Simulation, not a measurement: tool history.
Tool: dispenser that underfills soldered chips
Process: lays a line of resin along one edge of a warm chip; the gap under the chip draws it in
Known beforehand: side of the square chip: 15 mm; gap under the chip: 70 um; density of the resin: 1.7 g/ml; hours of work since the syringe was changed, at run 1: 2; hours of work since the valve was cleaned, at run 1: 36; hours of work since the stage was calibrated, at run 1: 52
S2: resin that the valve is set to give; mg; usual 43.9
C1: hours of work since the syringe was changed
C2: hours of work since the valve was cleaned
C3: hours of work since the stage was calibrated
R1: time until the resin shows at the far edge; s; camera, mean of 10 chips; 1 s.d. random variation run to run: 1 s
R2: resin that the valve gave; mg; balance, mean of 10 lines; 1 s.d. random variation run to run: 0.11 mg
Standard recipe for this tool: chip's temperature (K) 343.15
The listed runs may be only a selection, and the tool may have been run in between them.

{"run": 1, "hour": 0.0, "chip's temperature (K)": 343.15, "S2": 43.9, "C1": 2, "C2": 36, "C3": 52, "R1": 108.5, "R2": 43.01}
{"run": 2, "hour": 3.7, "chip's temperature (K)": 343.15, "S2": 52.8, "C1": 4, "C2": 39, "C3": 54, "R1": 120.5, "R2": 51.63}
{"run": 3, "hour": 6.2, "chip's temperature (K)": 343.15, "S2": 48.6, "C1": 6, "C2": 40, "C3": 56, "R1": 131.6, "R2": 47.61}
{"run": 4, "hour": 8.7, "chip's temperature (K)": 343.15, "S2": 48.6, "C1": 7, "C2": 42, "C3": 58, "R1": 143.8, "R2": 47.64}
{"hour": 11.0, "done": "new syringe of resin"}
{"run": 5, "hour": 13.6, "chip's temperature (K)": 343.15, "S2": 48.6, "C1": 2, "C2": 45, "C3": 61, "R1": 109.1, "R2": 47.31}
{"run": 6, "hour": 16.1, "chip's temperature (K)": 329.15, "S2": 48.6, "C1": 3, "C2": 47, "C3": 62, "R1": 211.2, "R2": 47.48}
{"run": 7, "hour": 20.9, "chip's temperature (K)": 329.15, "S2": 48.6, "C1": 7, "C2": 50, "C3": 65, "R1": 247.9, "R2": 47.25}
{"run": 8, "hour": 23.6, "chip's temperature (K)": 333.15, "S2": 43.9, "C1": 8, "C2": 52, "C3": 67, "R1": 230.2, "R2": 42.91}
{"hour": 24.6, "done": "new syringe of resin"}
{"run": 9, "hour": 28.7, "chip's temperature (K)": 342.15, "S2": 43.9, "C1": 3, "C2": 55, "C3": 70, "R1": 119.5, "R2": 42.5}
{"run": 10, "hour": 31.5, "chip's temperature (K)": 342.15, "S2": 43.9, "C1": 5, "C2": 57, "C3": 72, "R1": 132.8, "R2": 42.63}
{"run": 11, "hour": 36.7, "chip's temperature (K)": 343.15, "S2": 40.0, "C1": 8, "C2": 60, "C3": 76, "R1": 152.7, "R2": 38.74}
{"hour": 38.5, "done": "new syringe of resin"}
{"run": 12, "hour": 40.3, "chip's temperature (K)": 343.15, "S2": 43.9, "C1": 1, "C2": 62, "C3": 78, "R1": 106.3, "R2": 42.3}
{"run": 13, "hour": 44.1, "chip's temperature (K)": 343.15, "S2": 43.9, "C1": 4, "C2": 65, "C3": 80, "R1": 120.0, "R2": 42.41}
{"run": 14, "hour": 46.3, "chip's temperature (K)": 343.15, "S2": 43.9, "C1": 5, "C2": 66, "C3": 82, "R1": 130.8, "R2": 42.35}
{"run": 15, "hour": 50.8, "chip's temperature (K)": 343.15, "S2": 41.1, "C1": 8, "C2": 69, "C3": 85, "R1": 151.7, "R2": 39.57}
{"hour": 52.2, "done": "new syringe of resin"}
{"run": 16, "hour": 55.4, "chip's temperature (K)": 337.15, "S2": 43.9, "C1": 2, "C2": 72, "C3": 88, "R1": 142.4, "R2": 42.34}
{"run": 17, "hour": 58.0, "chip's temperature (K)": 337.15, "S2": 43.9, "C1": 4, "C2": 74, "C3": 89, "R1": 152.3, "R2": 42.05}
{"run": 18, "hour": 60.4, "chip's temperature (K)": 331.15, "S2": 43.9, "C1": 5, "C2": 75, "C3": 91, "R1": 214.1, "R2": 41.97}
{"run": 19, "hour": 62.8, "chip's temperature (K)": 330.15, "S2": 52.8, "C1": 7, "C2": 77, "C3": 92, "R1": 236.1, "R2": 50.66}
{"hour": 64.5, "done": "dispensing valve cleaned and set on the balance"}
{"hour": 66.9, "done": "new syringe of resin"}
{"run": 20, "hour": 67.8, "chip's temperature (K)": 333.15, "S2": 38.5, "C1": 1, "C2": 2, "C3": 95, "R1": 156.6, "R2": 38.24}
{"run": 21, "hour": 69.9, "chip's temperature (K)": 329.15, "S2": 38.2, "C1": 2, "C2": 3, "C3": 96, "R1": 199.4, "R2": 38.02}
{"run": 22, "hour": 72.6, "chip's temperature (K)": 341.15, "S2": 47.8, "C1": 4, "C2": 5, "C3": 98, "R1": 130.9, "R2": 47.76}
{"run": 23, "hour": 76.0, "chip's temperature (K)": 341.15, "S2": 47.8, "C1": 6, "C2": 7, "C3": 100, "R1": 145.4, "R2": 47.52}
{"run": 24, "hour": 78.2, "chip's temperature (K)": 343.15, "S2": 46.7, "C1": 7, "C2": 9, "C3": 102, "R1": 144.8, "R2": 46.37}
{"hour": 80.7, "done": "new syringe of resin"}
{"run": 25, "hour": 81.7, "chip's temperature (K)": 348.15, "S2": 46.7, "C1": 1, "C2": 11, "C3": 104, "R1": 85.0, "R2": 46.29}
{"run": 26, "hour": 83.9, "chip's temperature (K)": 344.15, "S2": 47.9, "C1": 2, "C2": 12, "C3": 105, "R1": 106.5, "R2": 47.42}
{"run": 27, "hour": 87.6, "chip's temperature (K)": 332.15, "S2": 40.5, "C1": 5, "C2": 15, "C3": 108, "R1": 195.1, "R2": 40.34}
{"run": 28, "hour": 90.8, "chip's temperature (K)": 343.15, "S2": 41.8, "C1": 7, "C2": 17, "C3": 110, "R1": 139.3, "R2": 41.34}
{"run": 29, "hour": 93.0, "chip's temperature (K)": 338.15, "S2": 42.8, "C1": 8, "C2": 18, "C3": 111, "R1": 181.8, "R2": 42.37}
{"hour": 94.5, "done": "new syringe of resin"}
{"run": 30, "hour": 98.3, "chip's temperature (K)": 343.15, "S2": 48.4, "C1": 3, "C2": 22, "C3": 114, "R1": 115.6, "R2": 47.72}
{"run": 31, "hour": 102.1, "chip's temperature (K)": 343.15, "S2": 48.4, "C1": 5, "C2": 24, "C3": 117, "R1": 128.0, "R2": 47.97}
{"run": 32, "hour": 106.4, "chip's temperature (K)": 356.15, "S2": 43.9, "C1": 8, "C2": 27, "C3": 120, "R1": 92.6, "R2": 43.28}
{"hour": 108.2, "done": "new syringe of resin"}
{"run": 33, "hour": 109.7, "chip's temperature (K)": 333.15, "S2": 51.4, "C1": 1, "C2": 29, "C3": 122, "R1": 151.6, "R2": 50.65}
{"run": 34, "hour": 112.1, "chip's temperature (K)": 352.15, "S2": 43.9, "C1": 3, "C2": 30, "C3": 123, "R1": 82.1, "R2": 43.32}
{"run": 35, "hour": 116.2, "chip's temperature (K)": 331.15, "S2": 43.8, "C1": 5, "C2": 33, "C3": 126, "R1": 217.9, "R2": 43.15}
{"run": 36, "hour": 119.8, "chip's temperature (K)": 331.15, "S2": 43.8, "C1": 8, "C2": 36, "C3": 128, "R1": 240.3, "R2": 43.07}

Some steps in R1 between neighbouring runs. How much of each would the tool show without its hidden state too (settings, what came in, random variation), and how much is left for the hidden state, with any gauge scatter that isn't in both results?
Unlogged tool condition in this case: resin's viscosity, % of fresh resin's; dose that the valve gives, % of what is set; true chip temperature over the reading, C; drift of the gauge itself on fill_s, %; drift of the gauge itself on given_mg, %.
Run 5 -> 6: chip's temperature (K) 343.15 -> 329.15. R1 +102.1 s: hidden state +27.6, all else +74.5.
Run 8 -> 9: chip's temperature (K) 333.15 -> 342.15, new syringe of resin. R1 -110.7 s: hidden state -67.6, all else -43.1.
Run 19 -> 20: chip's temperature (K) 330.15 -> 333.15, S2 52.8 -> 38.5, dispensing valve cleaned and set on the balance, new syringe of resin. R1 -79.5 s: hidden state -66.2, all else -13.3.
Run 29 -> 30: chip's temperature (K) 338.15 -> 343.15, S2 42.8 -> 48.4, new syringe of resin. R1 -66.2 s: hidden state -45.4, all else -20.8.
Run 34 -> 35: chip's temperature (K) 352.15 -> 331.15, S2 43.9 -> 43.8. R1 +135.8 s: hidden state +44.8, all else +91.0.
